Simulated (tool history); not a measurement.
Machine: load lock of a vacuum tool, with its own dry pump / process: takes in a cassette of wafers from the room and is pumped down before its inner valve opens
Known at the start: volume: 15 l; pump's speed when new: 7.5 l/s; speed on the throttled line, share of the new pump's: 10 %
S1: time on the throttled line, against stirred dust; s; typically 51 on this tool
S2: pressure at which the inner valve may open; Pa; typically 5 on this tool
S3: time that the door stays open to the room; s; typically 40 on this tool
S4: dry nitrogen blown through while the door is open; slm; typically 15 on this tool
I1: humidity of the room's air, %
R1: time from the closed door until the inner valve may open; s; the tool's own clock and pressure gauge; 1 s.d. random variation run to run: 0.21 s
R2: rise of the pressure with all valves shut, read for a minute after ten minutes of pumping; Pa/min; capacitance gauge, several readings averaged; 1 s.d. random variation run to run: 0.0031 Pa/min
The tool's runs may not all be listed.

| run | hour | S1 | S2 | S3 | S4 | I1 | R1 | R2 |
|---|---|---|---|---|---|---|---|---|
| 1 | 0 | 51 | 5 | 40 | 15 | 44.3 | 68.8 | 0.215 |
| 2 | 230.7 | 51 | 5 | 40 | 15 | 43.7 | 68.6 | 0.216 |
| 3 | 485.6 | 51 | 5 | 40 | 15 | 46.8 | 68.6 | 0.232 |
| 4 | 763.7 | 51 | 5 | 40 | 15 | 43 | 69 | 0.234 |
| 5 | 1043.8 | 51 | 5 | 40 | 15 | 44.7 | 68.7 | 0.245 |
| 6 | 1201.6 | 51 | 5 | 40 | 15 | 45.6 | 69.2 | 0.245 |
| 7 | 1400.4 | 51 | 5 | 40 | 15 | 44.9 | 69.2 | 0.254 |
| 8 | 1542.3 | 51 | 5 | 40 | 15 | 43.9 | 69 | 0.251 |
| 9 | 1772.6 | 51 | 5 | 40 | 15 | 44.7 | 69.6 | 0.26 |
| 10 | 2019.4 | 51 | 5 | 40 | 15 | 47.4 | 69.5 | 0.264 |
| 11 | 2244.6 | 51 | 5 | 40 | 15 | 46.8 | 69.3 | 0.274 |
| 12 | 2455.2 | 51 | 5 | 40 | 9 | 45.5 | 69.3 | 0.286 |
| 13 | 2584.9 | 51 | 5 | 142 | 15 | 42.2 | 70.1 | 0.328 |
| 14 | 2746.9 | 51 | 5 | 142 | 15 | 46.1 | 69.5 | 0.331 |
| 15 | 3026.3 | 51 | 5 | 40 | 15 | 46.6 | 69.4 | 0.301 |
| 16 | 3242.8 | 51 | 5 | 40 | 15 | 41 | 69.9 | 0.29 |
| 17 | 3549.1 | 51 | 5 | 40 | 15 | 44.6 | 65.8 | 0.305 |
| 18 | 3851.8 | 28 | 5 | 40 | 15 | 46.4 | 45.4 | 0.326 |
| 19 | 4050.2 | 28 | 5 | 40 | 15 | 46 | 45.6 | 0.321 |
| 20 | 4323.1 | 28 | 5 | 40 | 15 | 45.8 | 45.4 | 0.336 |
| 21 | 4463.1 | 48 | 4 | 58 | 17 | 44.2 | 64.5 | 0.333 |
| 22 | 4643.6 | 48 | 4 | 58 | 17 | 45.5 | 64.3 | 0.349 |
| 23 | 4919.8 | 63 | 5 | 179 | 15 | 43.9 | 77.3 | 0.398 |
| 24 | 5166.4 | 77 | 5 | 40 | 6 | 44.3 | 90.4 | 0.361 |
| 25 | 5297.1 | 77 | 5 | 40 | 6 | 45.3 | 90.3 | 0.385 |
| 26 | 5541.9 | 77 | 5 | 40 | 6 | 46.3 | 90 | 0.381 |
| 27 | 5835.2 | 87 | 7 | 169 | 28 | 44.7 | 98.5 | 0.411 |
| 28 | 6033.1 | 57 | 5 | 40 | 25 | 47.9 | 72 | 0.383 |
| 29 | 6302.2 | 57 | 5 | 40 | 25 | 42.5 | 72.7 | 0.388 |
| 30 | 6590.7 | 48 | 5 | 40 | 25 | 47.5 | 64.3 | 0.404 |
| 31 | 6858.9 | 100 | 7 | 102 | 25 | 44.2 | 110.8 | 0.071 |
| 32 | 7119.1 | 52 | 5 | 26 | 25 | 43 | 67.9 | 0.05 |
| 33 | 7409.3 | 52 | 5 | 26 | 25 | 42.5 | 67.8 | 0.047 |
| 34 | 7695.4 | 52 | 5 | 26 | 25 | 46.3 | 68.1 | 0.05 |
| 35 | 7826.1 | 51 | 10 | 28 | 15 | 46 | 65.7 | 0.063 |
| 36 | 8028.8 | 51 | 5 | 30 | 15 | 46.7 | 67.3 | 0.066 |
| 37 | 8213.9 | 51 | 5 | 95 | 38 | 43.3 | 67 | 0.077 |

Withheld: 2 entries from between the runs. Position of each, and hidden state at the listed run before versus the listed run after:
From run 16 to run 17: dry pump taken out, an overhauled one fitted (hour 3516)
  pump's speed, % of a new pump's: 81.8 -> 99.6; leak at the door's seal, Pa l/s: 0.0618 -> 0.0639
  measured result minus the result with no hidden state, R1: +3.5 -> +0 s; R2: +0.236 -> +0.245 Pa/min
From run 30 to run 31: door's seal changed, seat wiped (hour 6667.1)
  pump's speed, % of a new pump's: 95.8 -> 95.5; leak at the door's seal, Pa l/s: 0.0886 -> 0.0029
  measured result minus the result with no hidden state, R1: +0.7 -> +0.5 s; R2: +0.347 -> +0.004 Pa/min
